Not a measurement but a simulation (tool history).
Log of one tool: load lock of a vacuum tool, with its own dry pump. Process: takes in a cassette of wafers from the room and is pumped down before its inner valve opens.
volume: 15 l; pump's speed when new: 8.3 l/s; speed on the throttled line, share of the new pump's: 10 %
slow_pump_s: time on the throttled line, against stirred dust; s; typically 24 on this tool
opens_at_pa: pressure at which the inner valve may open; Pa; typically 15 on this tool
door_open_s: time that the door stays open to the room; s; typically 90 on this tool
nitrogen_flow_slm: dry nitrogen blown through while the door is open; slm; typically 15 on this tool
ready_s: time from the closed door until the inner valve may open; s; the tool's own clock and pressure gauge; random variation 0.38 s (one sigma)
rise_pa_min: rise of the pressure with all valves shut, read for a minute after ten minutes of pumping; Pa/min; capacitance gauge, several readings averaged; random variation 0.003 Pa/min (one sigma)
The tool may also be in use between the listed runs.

run,day,slow_pump_s,opens_at_pa,door_open_s,nitrogen_flow_slm,"incoming humidity of the room's air, %",ready_s,rise_pa_min
1,0.000,24,15,90,15,42.4,37.8,0.460
2,5.604,24,15,90,15,45.0,37.8,0.476
3,10.688,24,15,90,15,44.9,38.0,0.483
4,13.708,24,15,90,15,41.6,37.8,0.482
5,19.383,24,15,90,15,46.5,37.4,0.508
6,23.496,24,15,90,15,45.1,38.3,0.517
7,28.142,24,15,90,15,44.1,37.9,0.529
8,31.058,24,15,90,15,47.3,37.4,0.530
9,36.938,24,15,90,15,45.7,38.2,0.559
10,42.042,24,15,90,15,43.4,38.3,0.571
11,48.171,26,14,55,15,44.2,40.0,0.565
12,50.871,26,14,55,15,42.8,39.6,0.034
13,55.338,26,14,168,15,44.8,39.8,0.073
14,59.075,26,14,124,41,45.1,40.0,0.046
15,64.292,26,14,124,41,47.4,39.5,0.046
16,70.200,26,14,124,41,46.3,39.7,0.051
17,74.862,15,19,124,41,46.1,29.3,0.050
18,80.046,30,28,90,8,46.3,42.3,0.076
19,83.704,30,28,90,8,46.3,41.5,0.074

Missing from the log above: 1 entry noted between runs. For each, name the pair of listed runs it sits between and say how the tool's hidden condition differs from the listed run just before to the listed run just after:
Runs 11 to 12: door's seal changed, seat wiped (day 50.542)
  pump's speed, % of a new pump's: 97.3 -> 97.2; leak at the door's seal, Pa l/s: 0.1352 -> 0.0019
  the result without the hidden state subtracted from the measured one, ready_s: +0.4 -> +0.4 s; rise_pa_min: +0.528 -> +0.000 Pa/min

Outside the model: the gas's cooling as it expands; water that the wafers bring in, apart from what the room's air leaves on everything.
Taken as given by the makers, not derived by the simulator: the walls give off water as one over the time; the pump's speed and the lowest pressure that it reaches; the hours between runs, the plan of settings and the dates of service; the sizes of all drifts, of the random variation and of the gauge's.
